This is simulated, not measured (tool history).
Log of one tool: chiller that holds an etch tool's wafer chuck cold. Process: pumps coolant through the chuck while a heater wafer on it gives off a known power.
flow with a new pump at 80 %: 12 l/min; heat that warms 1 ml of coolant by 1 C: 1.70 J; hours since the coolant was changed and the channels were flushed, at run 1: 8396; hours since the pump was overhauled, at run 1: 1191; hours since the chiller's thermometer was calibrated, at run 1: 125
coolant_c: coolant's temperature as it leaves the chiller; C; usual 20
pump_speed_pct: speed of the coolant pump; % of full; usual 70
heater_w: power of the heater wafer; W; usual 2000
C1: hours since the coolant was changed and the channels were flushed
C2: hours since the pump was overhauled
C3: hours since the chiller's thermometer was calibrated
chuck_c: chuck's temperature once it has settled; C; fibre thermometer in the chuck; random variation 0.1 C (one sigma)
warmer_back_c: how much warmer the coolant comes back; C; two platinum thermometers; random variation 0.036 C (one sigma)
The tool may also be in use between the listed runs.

Run 1, hour 0: usual settings; C1 8396; C2 1191; C3 125. Result: chuck_c 36.4 C, warmer_back_c 6.84 C.
Run 2, hour 24.5: usual settings; C1 8421; C2 1216; C3 150. Result: chuck_c 36.4 C, warmer_back_c 6.89 C.
Run 3, hour 48.4: usual settings; C1 8444; C2 1240; C3 173. Result: chuck_c 36.4 C, warmer_back_c 6.86 C.
Run 4, hour 76.8: usual settings; C1 8473; C2 1268; C3 202. Result: chuck_c 36.5 C, warmer_back_c 6.87 C.
Run 5, hour 118.7: usual settings; C1 8515; C2 1310; C3 244. Result: chuck_c 36.4 C, warmer_back_c 6.9 C.
Run 6, hour 150.9: usual settings; C1 8547; C2 1342; C3 276. Result: chuck_c 36.3 C, warmer_back_c 6.86 C.
Run 7, hour 195.7: usual settings but coolant_c 23 C; C1 8592; C2 1387; C3 321. Result: chuck_c 39.3 C, warmer_back_c 6.86 C.
Run 8, hour 233.9: usual settings but coolant_c 23 C; C1 8630; C2 1425; C3 359. Result: chuck_c 39.2 C, warmer_back_c 6.83 C.
Run 9, hour 264.5: usual settings but coolant_c 23 C; C1 8661; C2 1456; C3 389. Result: chuck_c 39.2 C, warmer_back_c 6.85 C.
Run 10, hour 286.7: usual settings but coolant_c 27 C; C1 8683; C2 1478; C3 412. Result: chuck_c 43.3 C, warmer_back_c 6.92 C.
Run 11, hour 325.6: usual settings but coolant_c 27 C; C1 8722; C2 1517; C3 451. Result: chuck_c 43.4 C, warmer_back_c 6.91 C.
Run 12, hour 361.8: usual settings but coolant_c 27 C; C1 8758; C2 1553; C3 487. Result: chuck_c 43.4 C, warmer_back_c 6.91 C.
Run 13, hour 406.3: usual settings but coolant_c 27 C; C1 8802; C2 1597; C3 531. Result: chuck_c 43.6 C, warmer_back_c 6.88 C.
Run 14, hour 435.5: usual settings but coolant_c 27 C; C1 8832; C2 1627; C3 560. Result: chuck_c 43.6 C, warmer_back_c 6.87 C.
Run 15, hour 455.6: usual settings but coolant_c 14 C, pump_speed_pct 84 % of full, heater_w 1199 W; C1 8852; C2 1647; C3 581. Result: chuck_c 22.6 C, warmer_back_c 3.32 C.
Run 16, hour 502.3: usual settings but coolant_c 14 C, pump_speed_pct 84 % of full, heater_w 2205 W; C1 8898; C2 1693; C3 627. Result: chuck_c 29.9 C, warmer_back_c 6.2 C.
Run 17, hour 527: usual settings but coolant_c 21 C, pump_speed_pct 63 % of full, heater_w 2388 W; C1 8923; C2 1718; C3 652. Result: chuck_c 42.1 C, warmer_back_c 9.2 C.
Run 18, hour 567: usual settings but coolant_c 21 C, heater_w 1135 W; C1 8963; C2 1758; C3 692. Result: chuck_c 30.3 C, warmer_back_c 3.92 C.
At hour 589.9: coolant changed, channels flushed.
Run 19, hour 594.4: usual settings but coolant_c 21 C, heater_w 1135 W; C1 4; C2 1780; C3 713. Result: chuck_c 29.9 C, warmer_back_c 3.89 C.
Run 20, hour 637.5: usual settings but coolant_c 17 C, heater_w 2337 W; C1 48; C2 1823; C3 756. Result: chuck_c 35 C, warmer_back_c 8.07 C.
Run 21, hour 670.1: usual settings but pump_speed_pct 84 % of full; C1 80; C2 1855; C3 789. Result: chuck_c 33.3 C, warmer_back_c 5.59 C.
Run 22, hour 692.1: usual settings but pump_speed_pct 84 % of full; C1 102; C2 1877; C3 811. Result: chuck_c 33.3 C, warmer_back_c 5.53 C.
Run 23, hour 728.1: usual settings but coolant_c 24 C, pump_speed_pct 84 % of full, heater_w 1103 W; C1 138; C2 1913; C3 847. Result: chuck_c 31.5 C, warmer_back_c 3.14 C.
Run 24, hour 773.5: usual settings but pump_speed_pct 91 % of full, heater_w 2212 W; C1 184; C2 1959; C3 892. Result: chuck_c 34.1 C, warmer_back_c 5.71 C.
Run 25, hour 795.5: usual settings but pump_speed_pct 91 % of full, heater_w 2212 W; C1 206; C2 1981; C3 914. Result: chuck_c 34 C, warmer_back_c 5.75 C.
Run 26, hour 829.5: usual settings but pump_speed_pct 99 % of full, heater_w 1077 W; C1 240; C2 2015; C3 949. Result: chuck_c 26.4 C, warmer_back_c 2.49 C.
Run 27, hour 859.5: usual settings but coolant_c 11 C, pump_speed_pct 99 % of full, heater_w 2617 W; C1 270; C2 2045; C3 978. Result: chuck_c 26.5 C, warmer_back_c 6.13 C.
Run 28, hour 882.6: usual settings but coolant_c 11 C, pump_speed_pct 71 % of full, heater_w 2617 W; C1 293; C2 2068; C3 1002. Result: chuck_c 31 C, warmer_back_c 8.96 C.

Forecast each of these 3 alternatives for the next run:
Run A, hour 925.5: usual settings but heater_w 1232 W; C1 336; C2 2111; C3 1045. Result: chuck_c ?, warmer_back_c ?.
Run B, hour 925.5: usual settings but coolant_c 21 C; C1 336; C2 2111; C3 1045. Result: chuck_c ?, warmer_back_c ?.
Run C, hour 925.5: usual settings but heater_w 1114 W; C1 336; C2 2111; C3 1045. Result: chuck_c ?, warmer_back_c ?.

run  chuck_c  warmer_back_c
  A     29.5           4.28
  B     36.5            6.9
  C     28.6           3.82
Without the tool's hidden state the same runs would have given:
run  chuck_c  warmer_back_c
  A     29.2           4.22
  B     36.1           6.81
  C     28.3           3.77
